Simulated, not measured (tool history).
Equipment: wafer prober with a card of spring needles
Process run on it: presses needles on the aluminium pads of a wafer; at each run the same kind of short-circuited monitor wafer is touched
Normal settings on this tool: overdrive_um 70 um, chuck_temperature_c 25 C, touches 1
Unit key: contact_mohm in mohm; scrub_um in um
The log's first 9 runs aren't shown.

run 10 hour=123 | overdrive_um=64 chuck_temperature_c=25 touches=1 | contact_mohm=158 scrub_um=9.09
-- hour=124.9 tips cleaned on abrasive film
run 11 hour=141 | overdrive_um=64 chuck_temperature_c=80 touches=1 | contact_mohm=169 scrub_um=9.1
-- hour=149 tips cleaned on abrasive film
run 12 hour=154.4 | overdrive_um=70 chuck_temperature_c=25 touches=1 | contact_mohm=156 scrub_um=9.93
run 13 hour=165.5 | overdrive_um=70 chuck_temperature_c=25 touches=3 | contact_mohm=154 scrub_um=9.94
-- hour=173.9 tips cleaned on abrasive film
run 14 hour=181.7 | overdrive_um=70 chuck_temperature_c=25 touches=3 | contact_mohm=151 scrub_um=9.93
run 15 hour=193.8 | overdrive_um=70 chuck_temperature_c=50 touches=3 | contact_mohm=162 scrub_um=9.94
-- hour=198 tips cleaned on abrasive film
-- hour=205.1 height of the first contact set anew
run 16 hour=206.7 | overdrive_um=70 chuck_temperature_c=50 touches=3 | contact_mohm=160 scrub_um=9.92
run 17 hour=220.4 | overdrive_um=58 chuck_temperature_c=25 touches=1 | contact_mohm=158 scrub_um=8.21
-- hour=223 tips cleaned on abrasive film
run 18 hour=240.8 | overdrive_um=68 chuck_temperature_c=85 touches=1 | contact_mohm=168 scrub_um=9.64
-- hour=247.7 tips cleaned on abrasive film
run 19 hour=258.6 | overdrive_um=68 chuck_temperature_c=85 touches=1 | contact_mohm=165 scrub_um=9.64
-- hour=272.2 tips cleaned on abrasive film
run 20 hour=272.6 | overdrive_um=80 chuck_temperature_c=40 touches=3 | contact_mohm=154 scrub_um=11.35
run 21 hour=284.4 | overdrive_um=66 chuck_temperature_c=45 touches=1 | contact_mohm=160 scrub_um=9.39
-- hour=296.5 tips cleaned on abrasive film
run 22 hour=296.5 | overdrive_um=66 chuck_temperature_c=45 touches=1 | contact_mohm=161 scrub_um=9.38
run 23 hour=311.4 | overdrive_um=66 chuck_temperature_c=45 touches=1 | contact_mohm=161 scrub_um=9.37
-- hour=321 tips cleaned on abrasive film
run 24 hour=324 | overdrive_um=66 chuck_temperature_c=45 touches=1 | contact_mohm=161 scrub_um=9.39
run 25 hour=341.1 | overdrive_um=83 chuck_temperature_c=81 touches=1 | contact_mohm=162 scrub_um=11.81
-- hour=345.5 tips cleaned on abrasive film
run 26 hour=349.8 | overdrive_um=70 chuck_temperature_c=25 touches=1 | contact_mohm=154 scrub_um=9.93

What will run 27 give?
run 27 hour=360.3 | overdrive_um=70 chuck_temperature_c=25 touches=1 | contact_mohm=? scrub_um=?

{"run 27": {"contact_mohm": 154, "scrub_um": 9.95}}
Without the tool's hidden state the same run would have given contact_mohm 154 mohm, scrub_um 9.95 um.

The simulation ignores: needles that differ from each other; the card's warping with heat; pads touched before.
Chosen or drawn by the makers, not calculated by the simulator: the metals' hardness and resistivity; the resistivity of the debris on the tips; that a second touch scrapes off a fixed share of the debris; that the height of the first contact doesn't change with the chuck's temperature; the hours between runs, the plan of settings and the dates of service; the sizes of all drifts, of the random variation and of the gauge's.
